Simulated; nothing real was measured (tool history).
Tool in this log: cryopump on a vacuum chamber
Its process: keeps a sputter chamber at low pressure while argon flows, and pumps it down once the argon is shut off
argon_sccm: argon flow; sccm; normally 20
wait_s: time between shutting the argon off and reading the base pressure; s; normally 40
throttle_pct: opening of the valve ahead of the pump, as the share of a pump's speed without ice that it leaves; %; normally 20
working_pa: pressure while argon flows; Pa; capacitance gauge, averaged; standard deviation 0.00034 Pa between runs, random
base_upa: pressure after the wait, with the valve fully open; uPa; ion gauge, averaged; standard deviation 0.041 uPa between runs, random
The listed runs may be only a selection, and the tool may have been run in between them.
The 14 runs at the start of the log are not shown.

| run | hour | argon_sccm | wait_s | throttle_pct | hours of work since the pump was warmed up and emptied | hours of work since the cold head was overhauled | hours of work since the chamber's fittings were tightened | working_pa | base_upa |
|---|---|---|---|---|---|---|---|---|---|
| 15 | 151.8 | 30 | 40 | 20 | 467 | 467 | 1882 | 0.1540 | 4.01 |
| 16 | 165.3 | 10 | 40 | 20 | 478 | 478 | 1893 | 0.0515 | 4.05 |
| 17 | 175.8 | 20 | 119 | 20 | 486 | 486 | 1901 | 0.1028 | 2.46 |
| 18 | 190.6 | 20 | 40 | 20 | 497 | 497 | 1912 | 0.1027 | 3.97 |
| 19 | 200.8 | 24 | 106 | 49 | 505 | 505 | 1920 | 0.0522 | 2.55 |
| 20 | 211.5 | 24 | 106 | 49 | 513 | 513 | 1928 | 0.0526 | 2.60 |
| 21 | 224.2 | 14 | 22 | 49 | 523 | 523 | 1938 | 0.0304 | 5.81 |
| 22 | 236.3 | 14 | 22 | 49 | 532 | 532 | 1947 | 0.0307 | 5.68 |
| 23 | 248.5 | 20 | 50 | 20 | 541 | 541 | 1956 | 0.1031 | 3.59 |
| 24 | 255.0 | 20 | 90 | 20 | 546 | 546 | 1962 | 0.1031 | 2.80 |
| 25 | 265.0 | 20 | 90 | 20 | 554 | 554 | 1969 | 0.1033 | 2.83 |
| 26 | 279.9 | 20 | 90 | 20 | 565 | 565 | 1981 | 0.1030 | 2.85 |
| 27 | 288.4 | 12 | 90 | 20 | 572 | 572 | 1987 | 0.0625 | 2.87 |
| 28 | 296.4 | 20 | 61 | 33 | 578 | 578 | 1993 | 0.0634 | 3.32 |
| 29 | 310.3 | 29 | 24 | 43 | 589 | 589 | 2004 | 0.0723 | 5.45 |

The next listed run, before its measurement:
| 30 | 322.8 | 9 | 47 | 33 | 598 | 598 | 2013 | ? | ? |

working_pa: 0.0285 Pa
base_upa: 3.74 uPa
With no hidden state in the tool, this same run would have given working_pa 0.0271 Pa, base_upa 2.01 uPa.
